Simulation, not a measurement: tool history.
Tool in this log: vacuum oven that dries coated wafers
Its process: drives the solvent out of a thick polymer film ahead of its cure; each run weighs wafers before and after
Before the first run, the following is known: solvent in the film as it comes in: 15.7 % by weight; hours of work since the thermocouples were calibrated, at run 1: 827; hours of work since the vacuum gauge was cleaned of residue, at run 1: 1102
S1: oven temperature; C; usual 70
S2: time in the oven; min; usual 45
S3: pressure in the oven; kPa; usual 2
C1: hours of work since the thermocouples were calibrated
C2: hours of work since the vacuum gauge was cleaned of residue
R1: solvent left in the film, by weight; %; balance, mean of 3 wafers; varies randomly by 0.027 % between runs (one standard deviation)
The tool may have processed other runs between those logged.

{"run": 1, "hour": 0.0, "S1": 70, "S2": 45, "S3": 2, "C1": 827, "C2": 1102, "R1": 4.33}
{"hour": 17.7, "done": "oven's thermocouples calibrated"}
{"run": 2, "hour": 43.7, "S1": 70, "S2": 45, "S3": 2, "C1": 11, "C2": 1120, "R1": 4.06}
{"run": 3, "hour": 103.1, "S1": 70, "S2": 56, "S3": 2, "C1": 36, "C2": 1145, "R1": 3.24}
{"run": 4, "hour": 145.2, "S1": 70, "S2": 33, "S3": 2, "C1": 54, "C2": 1163, "R1": 5.45}
{"run": 5, "hour": 205.3, "S1": 70, "S2": 33, "S3": 2, "C1": 80, "C2": 1189, "R1": 5.44}
{"run": 6, "hour": 232.9, "S1": 70, "S2": 33, "S3": 2, "C1": 91, "C2": 1200, "R1": 5.45}
{"run": 7, "hour": 293.2, "S1": 70, "S2": 33, "S3": 2, "C1": 117, "C2": 1226, "R1": 5.49}
{"run": 8, "hour": 342.4, "S1": 70, "S2": 45, "S3": 2, "C1": 138, "C2": 1247, "R1": 4.12}
{"run": 9, "hour": 406.7, "S1": 70, "S2": 45, "S3": 2, "C1": 165, "C2": 1274, "R1": 4.18}
{"run": 10, "hour": 439.9, "S1": 70, "S2": 45, "S3": 2, "C1": 179, "C2": 1288, "R1": 4.16}
{"run": 11, "hour": 488.9, "S1": 70, "S2": 45, "S3": 2, "C1": 200, "C2": 1309, "R1": 4.19}
{"run": 12, "hour": 549.4, "S1": 65, "S2": 44, "S3": 2, "C1": 226, "C2": 1335, "R1": 5.89}
{"run": 13, "hour": 604.7, "S1": 65, "S2": 44, "S3": 2, "C1": 249, "C2": 1358, "R1": 5.98}
{"run": 14, "hour": 658.8, "S1": 65, "S2": 44, "S3": 2, "C1": 272, "C2": 1381, "R1": 5.91}
{"run": 15, "hour": 691.1, "S1": 59, "S2": 44, "S3": 2, "C1": 286, "C2": 1395, "R1": 7.96}
{"hour": 708.7, "done": "vacuum gauge cleaned of residue and calibrated"}
{"run": 16, "hour": 736.5, "S1": 60, "S2": 39, "S3": 1.35, "C1": 304, "C2": 12, "R1": 7.69}
{"run": 17, "hour": 794.3, "S1": 70, "S2": 71, "S3": 2.2, "C1": 329, "C2": 36, "R1": 2.5}
{"run": 18, "hour": 834.5, "S1": 79, "S2": 57, "S3": 1.34, "C1": 346, "C2": 53, "R1": 1}
{"run": 19, "hour": 867.8, "S1": 67, "S2": 45, "S3": 1.13, "C1": 360, "C2": 68, "R1": 4.76}
{"run": 20, "hour": 906.0, "S1": 70, "S2": 80, "S3": 2, "C1": 376, "C2": 84, "R1": 2.07}

Measured minus without-hidden-state, run by run (identical run-to-run variation in each term; gauge scatter may differ):
Unlogged tool condition in this case: true wafer temperature over the reading, C; true pressure over the reading, kPa; drift of the gauge itself on solvent_pct, %.
run=1 R1=+0.51
run=2 R1=+0.24
run=3 R1=+0.25
run=4 R1=+0.26
run=5 R1=+0.27
run=6 R1=+0.29
run=7 R1=+0.3
run=8 R1=+0.31
run=9 R1=+0.33
run=10 R1=+0.34
run=11 R1=+0.34
run=12 R1=+0.38
run=13 R1=+0.4
run=14 R1=+0.41
run=15 R1=+0.41
run=16 R1=+0.28
run=17 R1=+0.23
run=18 R1=+0.12
run=19 R1=+0.33
run=20 R1=+0.21

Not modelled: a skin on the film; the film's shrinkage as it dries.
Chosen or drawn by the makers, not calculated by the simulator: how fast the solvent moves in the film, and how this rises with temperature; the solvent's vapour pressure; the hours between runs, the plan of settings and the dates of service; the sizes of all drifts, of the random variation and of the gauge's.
